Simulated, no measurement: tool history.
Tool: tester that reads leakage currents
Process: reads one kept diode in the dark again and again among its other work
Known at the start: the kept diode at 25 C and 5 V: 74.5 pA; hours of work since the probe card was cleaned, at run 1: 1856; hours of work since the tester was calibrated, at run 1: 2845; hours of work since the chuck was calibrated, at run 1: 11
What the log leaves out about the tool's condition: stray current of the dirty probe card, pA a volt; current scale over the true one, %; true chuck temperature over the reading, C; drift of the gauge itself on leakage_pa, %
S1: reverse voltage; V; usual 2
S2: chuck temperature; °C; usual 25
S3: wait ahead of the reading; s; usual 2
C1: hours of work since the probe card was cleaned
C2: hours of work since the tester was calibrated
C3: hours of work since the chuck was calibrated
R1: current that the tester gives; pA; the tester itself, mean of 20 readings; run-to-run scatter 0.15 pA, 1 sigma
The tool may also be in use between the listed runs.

{"run": 1, "day": 0.0, "S1": 2, "S2": 25, "S3": 2, "C1": 1856, "C2": 2845, "C3": 11, "R1": 51.67}
{"run": 2, "day": 2.921, "S1": 2, "S2": 25, "S3": 2.15, "C1": 1904, "C2": 2894, "C3": 60, "R1": 52.32}
{"run": 3, "day": 5.638, "S1": 4.58, "S2": 25, "S3": 2, "C1": 1950, "C2": 2939, "C3": 105, "R1": 80.69}
{"run": 4, "day": 8.246, "S1": 4.58, "S2": 25, "S3": 2, "C1": 1993, "C2": 2983, "C3": 149, "R1": 81.12}
{"run": 5, "day": 10.733, "S1": 8.34, "S2": 25, "S3": 2, "C1": 2035, "C2": 3025, "C3": 191, "R1": 112.96}
{"day": 11.621, "done": "tester calibrated"}
{"run": 6, "day": 13.371, "S1": 2, "S2": 25, "S3": 3.71, "C1": 2077, "C2": 29, "C3": 233, "R1": 54.15}
{"run": 7, "day": 15.858, "S1": 2, "S2": 25, "S3": 3.71, "C1": 2119, "C2": 71, "C3": 275, "R1": 54.68}
{"run": 8, "day": 17.396, "S1": 6.53, "S2": 25, "S3": 2, "C1": 2144, "C2": 96, "C3": 300, "R1": 101.72}
{"run": 9, "day": 20.429, "S1": 6.53, "S2": 25, "S3": 2, "C1": 2195, "C2": 147, "C3": 351, "R1": 102.64}
{"run": 10, "day": 23.008, "S1": 2, "S2": 25, "S3": 0.73, "C1": 2238, "C2": 190, "C3": 394, "R1": 56.9}
{"run": 11, "day": 25.592, "S1": 2, "S2": 25, "S3": 0.73, "C1": 2281, "C2": 233, "C3": 437, "R1": 57.16}
{"run": 12, "day": 27.683, "S1": 2, "S2": 25, "S3": 0.73, "C1": 2316, "C2": 268, "C3": 472, "R1": 57.43}
{"run": 13, "day": 30.542, "S1": 2, "S2": 25, "S3": 0.9, "C1": 2364, "C2": 316, "C3": 520, "R1": 58}
{"day": 32.054, "done": "chuck's temperature calibrated"}
{"run": 14, "day": 32.712, "S1": 2, "S2": 25, "S3": 2, "C1": 2399, "C2": 351, "C3": 11, "R1": 51.61}
{"run": 15, "day": 34.146, "S1": 2, "S2": 25, "S3": 2, "C1": 2423, "C2": 374, "C3": 35, "R1": 51.96}
{"run": 16, "day": 36.0, "S1": 2, "S2": 25, "S3": 2, "C1": 2453, "C2": 405, "C3": 66, "R1": 52.12}
{"run": 17, "day": 39.092, "S1": 2, "S2": 25, "S3": 2, "C1": 2505, "C2": 457, "C3": 117, "R1": 52.83}
{"run": 18, "day": 41.417, "S1": 2, "S2": 25, "S3": 2, "C1": 2544, "C2": 496, "C3": 156, "R1": 53.16}
{"run": 19, "day": 43.521, "S1": 2, "S2": 25, "S3": 2, "C1": 2579, "C2": 531, "C3": 191, "R1": 53.6}
{"run": 20, "day": 45.975, "S1": 1.36, "S2": 25, "S3": 1.15, "C1": 2620, "C2": 572, "C3": 232, "R1": 44.48}
{"run": 21, "day": 49.138, "S1": 7.17, "S2": 28, "S3": 0.69, "C1": 2673, "C2": 625, "C3": 285, "R1": 141.02}
{"run": 22, "day": 50.842, "S1": 7.17, "S2": 28, "S3": 0.69, "C1": 2701, "C2": 653, "C3": 313, "R1": 141.83}
{"run": 23, "day": 53.896, "S1": 7.17, "S2": 28, "S3": 2.8, "C1": 2752, "C2": 704, "C3": 364, "R1": 139.9}
{"run": 24, "day": 56.583, "S1": 10.37, "S2": 26, "S3": 2.8, "C1": 2797, "C2": 749, "C3": 409, "R1": 146.31}
{"run": 25, "day": 59.592, "S1": 1.01, "S2": 44, "S3": 0.43, "C1": 2847, "C2": 799, "C3": 459, "R1": 212.83}
{"run": 26, "day": 62.321, "S1": 1.01, "S2": 44, "S3": 0.43, "C1": 2893, "C2": 845, "C3": 505, "R1": 216.18}
{"run": 27, "day": 63.954, "S1": 19.95, "S2": 25, "S3": 2, "C1": 2920, "C2": 872, "C3": 532, "R1": 200.9}
{"day": 64.671, "done": "chuck's temperature calibrated"}
{"run": 28, "day": 67.208, "S1": 19.95, "S2": 25, "S3": 2, "C1": 2973, "C2": 925, "C3": 42, "R1": 191.26}
{"run": 29, "day": 70.092, "S1": 19.95, "S2": 25, "S3": 2, "C1": 3021, "C2": 973, "C3": 90, "R1": 193.67}
{"run": 30, "day": 71.775, "S1": 7.81, "S2": 25, "S3": 2.01, "C1": 3049, "C2": 1001, "C3": 119, "R1": 113.01}
{"run": 31, "day": 73.221, "S1": 8.68, "S2": 25, "S3": 0.65, "C1": 3073, "C2": 1025, "C3": 143, "R1": 123.8}
{"run": 32, "day": 74.817, "S1": 1.96, "S2": 25, "S3": 2, "C1": 3100, "C2": 1052, "C3": 169, "R1": 54.11}
{"run": 33, "day": 77.279, "S1": 2, "S2": 25, "S3": 3.51, "C1": 3141, "C2": 1093, "C3": 210, "R1": 55.21}
{"run": 34, "day": 78.888, "S1": 2, "S2": 25, "S3": 3.51, "C1": 3168, "C2": 1120, "C3": 237, "R1": 55.11}
{"run": 35, "day": 81.838, "S1": 2, "S2": 25, "S3": 3.51, "C1": 3217, "C2": 1169, "C3": 286, "R1": 55.65}
{"run": 36, "day": 85.008, "S1": 2, "S2": 25, "S3": 3.51, "C1": 3270, "C2": 1222, "C3": 339, "R1": 56.64}

Forecast each of these 4 alternatives for the next run:
{"run": "A", "day": 88.238, "S1": 8.63, "S2": 25, "S3": 2, "C1": 3324, "C2": 1276, "C3": 393, "R1": "?"}
{"run": "B", "day": 88.238, "S1": 2, "S2": 27, "S3": 3.51, "C1": 3324, "C2": 1276, "C3": 393, "R1": "?"}
{"run": "C", "day": 88.238, "S1": 2, "S2": 25, "S3": 2.29, "C1": 3324, "C2": 1276, "C3": 393, "R1": "?"}
{"run": "D", "day": 88.238, "S1": 2, "S2": 58, "S3": 2, "C1": 3324, "C2": 1276, "C3": 393, "R1": "?"}

run=A R1=126.84
run=B R1=68.25
run=C R1=57.02
run=D R1=926.15
With no hidden state in the tool, these same runs would have given:
run=A R1=99.04
run=B R1=58.35
run=C R1=48.09
run=D R1=853.78

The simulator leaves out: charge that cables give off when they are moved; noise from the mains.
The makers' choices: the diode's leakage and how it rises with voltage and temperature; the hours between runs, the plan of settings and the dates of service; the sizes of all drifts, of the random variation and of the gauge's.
